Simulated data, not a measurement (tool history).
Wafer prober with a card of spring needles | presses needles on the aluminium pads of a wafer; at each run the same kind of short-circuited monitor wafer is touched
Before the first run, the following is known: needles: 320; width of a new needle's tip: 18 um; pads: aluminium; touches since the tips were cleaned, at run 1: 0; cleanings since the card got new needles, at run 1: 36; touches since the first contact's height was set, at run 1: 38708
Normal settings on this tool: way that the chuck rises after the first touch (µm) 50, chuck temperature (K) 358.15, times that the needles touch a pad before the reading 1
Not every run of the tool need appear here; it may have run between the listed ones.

run   hour  way that the chuck rises after the first touch (µm)  chuck temperature (K)  times that the needles touch a pad before the reading  touches since the tips were cleaned  cleanings since the card got new needles  touches since the first contact's height was set  resistance of one needle with its contact and lead (mohm)  way that a needle slides on the pad (µm)
  1    0.0                                                   50                 358.15                                                      1                                    0                                        36                                             38708                                                        242                                      7.02
  2    6.8                                                   50                 358.15                                                      3                                 3859                                        36                                             42567                                                        248                                      6.97
      11.3  -- tips cleaned on abrasive film
  3   12.7                                                   50                 358.15                                                      1                                  785                                        37                                             45832                                                        245                                      6.96
  4   21.3                                                   69                 358.15                                                      1                                 5638                                        37                                             50685                                                        250                                      9.60
      23.0  -- tips cleaned on abrasive film
  5   27.6                                                   69                 358.15                                                      1                                 2569                                        38                                             54200                                                        241                                      9.60
  6   32.7                                                   69                 358.15                                                      1                                 5483                                        38                                             57114                                                        249                                      9.61
      34.5  -- tips cleaned on abrasive film
  7   43.9                                                   50                 358.15                                                      1                                 5334                                        39                                             63368                                                        273                                      6.93
      46.5  -- tips cleaned on abrasive film
  8   52.7                                                   50                 358.15                                                      2                                 3532                                        40                                             68306                                                        254                                      6.93
      57.8  -- tips cleaned on abrasive film
  9   59.3                                                   50                 358.15                                                      2                                  834                                        41                                             71986                                                        239                                      6.93
 10   65.9                                                   50                 358.15                                                      2                                 4584                                        41                                             75736                                                        248                                      6.84
      69.8  -- tips cleaned on abrasive film
 11   72.6                                                   50                 358.15                                                      2                                 1560                                        42                                             79455                                                        242                                      6.88
      81.3  -- tips cleaned on abrasive film
 12   81.7                                                   50                 358.15                                                      2                                  222                                        43                                             84531                                                        238                                      6.85
      93.0  -- tips cleaned on abrasive film
 13   93.0                                                   50                 358.15                                                      2                                    0                                        44                                             90911                                                        236                                      6.82
 14   99.3                                                   50                 358.15                                                      2                                 3541                                        44                                             94452                                                        258                                      6.84
     104.2  -- tips cleaned on abrasive film
 15  104.9                                                   50                 358.15                                                      2                                  370                                        45                                             97536                                                        242                                      6.83
 16  111.7                                                   50                 358.15                                                      2                                 4263                                        45                                            101429                                                        256                                      6.82
     116.2  -- tips cleaned on abrasive film
 17  119.4                                                   50                 358.15                                                      2                                 1809                                        46                                            105684                                                        243                                      6.80
     128.1  -- tips cleaned on abrasive film
 18  129.4                                                   50                 358.15                                                      2                                  741                                        47                                            111317                                                        246                                      6.78
 19  138.1                                                   50                 358.15                                                      2                                 5667                                        47                                            116243                                                        261                                      6.76
     139.9  -- tips cleaned on abrasive film
 20  148.1                                                   50                 358.15                                                      2                                 4637                                        48                                            121844                                                        260                                      6.80
     151.2  -- tips cleaned on abrasive film
 21  156.7                                                   70                 307.15                                                      1                                 3139                                        49                                            126655                                                        235                                      9.52
     162.5  -- tips cleaned on abrasive film
 22  166.6                                                   70                 307.15                                                      1                                 2347                                        50                                            132199                                                        232                                      9.59
     174.3  -- tips cleaned on abrasive film
 23  175.1                                                   61                 307.15                                                      1                                  471                                        51                                            136943                                                        226                                      8.20
 24  179.8                                                   61                 307.15                                                      1                                 3114                                        51                                            139586                                                        241                                      8.24
     186.0  -- tips cleaned on abrasive film
 25  187.7                                                   50                 353.15                                                      2                                  940                                        52                                            144011                                                        245                                      6.68
     197.5  -- tips cleaned on abrasive film
 26  197.7                                                   53                 358.15                                                      2                                  121                                        53                                            149632                                                        239                                      7.10
 27  206.3                                                   37                 358.15                                                      1                                 5004                                        53                                            154515                                                        313                                      4.88
     209.2  -- tips cleaned on abrasive film
 28  216.9                                                   62                 306.15                                                      2                                 4366                                        54                                            160440                                                        235                                      8.33
     220.4  -- tips cleaned on abrasive film
 29  227.3                                                   62                 350.15                                                      2                                 3883                                        55                                            166243                                                        247                                      8.35
     231.7  -- tips cleaned on abrasive film
 30  234.9                                                   66                 333.15                                                      1                                 1814                                        56                                            170507                                                        241                                      8.88
     242.9  -- tips cleaned on abrasive film
 31  245.5                                                   66                 333.15                                                      1                                 1485                                        57                                            176471                                                        241                                      8.89
 32  251.0                                                   63                 344.15                                                      1                                 4567                                        57                                            179553                                                        251                                      8.39
     254.5  -- tips cleaned on abrasive film
 33  261.6                                                   63                 344.15                                                      1                                 3987                                        58                                            185489                                                        257                                      8.45

Branching from run 33: 3 alternative next runs. What would each branch give?
     265.8  -- tips cleaned on abrasive film
  A  270.2                                                   63                 384.15                                                      2                                 2502                                        59                                            190338                                                          ?                                         ?
     265.8  -- tips cleaned on abrasive film
  B  270.2                                                   63                 370.15                                                      1                                 2502                                        59                                            190338                                                          ?                                         ?
     265.8  -- tips cleaned on abrasive film
  C  270.2                                                   33                 365.15                                                      1                                 2502                                        59                                            190338                                                          ?                                         ?

run  resistance of one needle with its contact and lead (mohm)  way that a needle slides on the pad (µm)
  A                                                        249                                      8.42
  B                                                        254                                      8.30
  C                                                        311                                      4.15
Take away the tool's hidden state, keep each run's random variation, and the runs would have read:
run  resistance of one needle with its contact and lead (mohm)  way that a needle slides on the pad (µm)
  A                                                        238                                      8.92
  B                                                        236                                      8.80
  C                                                        245                                      4.65
